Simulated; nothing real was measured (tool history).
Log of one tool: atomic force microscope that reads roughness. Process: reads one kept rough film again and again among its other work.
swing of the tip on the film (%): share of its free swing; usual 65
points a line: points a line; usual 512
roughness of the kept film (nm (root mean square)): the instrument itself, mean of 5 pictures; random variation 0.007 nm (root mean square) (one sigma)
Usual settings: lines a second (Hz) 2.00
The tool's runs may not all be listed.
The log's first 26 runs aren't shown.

run,day,lines a second (Hz),swing of the tip on the film (%),points a line,roughness of the kept film (nm (root mean square))
27,58.829,2.00,65,512,1.288
28,60.717,2.00,65,512,1.274
# day 61.488: new tip fitted
29,63.192,2.00,86,512,1.342
30,65.721,2.00,61,512,1.390
31,67.479,0.69,66,267,1.379
32,70.417,0.69,66,343,1.361
33,72.729,0.86,64,512,1.339
34,74.133,2.11,59,449,1.328
35,77.058,2.00,67,763,1.299
36,79.779,0.64,69,637,1.280
# day 80.925: new tip fitted
37,82.254,1.13,63,450,1.420
38,85.362,3.28,65,512,1.364
39,88.167,2.01,65,697,1.355
40,90.271,0.70,61,512,1.366
41,93.329,2.41,73,512,1.297
42,94.912,2.56,73,512,1.270
43,97.692,2.00,78,512,1.252
44,99.700,2.00,78,512,1.242
# day 100.417: new tip fitted
45,102.083,0.87,78,512,1.400
46,103.712,0.87,72,801,1.396
47,107.038,0.87,60,801,1.380

5 ways to go on from here, each from the tool as it stands after run 47. What would each give?
A,109.342,0.57,60,625,?
B,109.342,0.69,61,526,?
C,109.342,0.50,58,615,?
D,109.342,0.86,76,976,?
E,109.342,0.87,66,801,?

run,roughness of the kept film (nm (root mean square))
A,1.362
B,1.360
C,1.370
D,1.341
E,1.373
Without the tool's hidden state the same runs would have given:
run,roughness of the kept film (nm (root mean square))
A,1.458
B,1.454
C,1.465
D,1.435
E,1.468
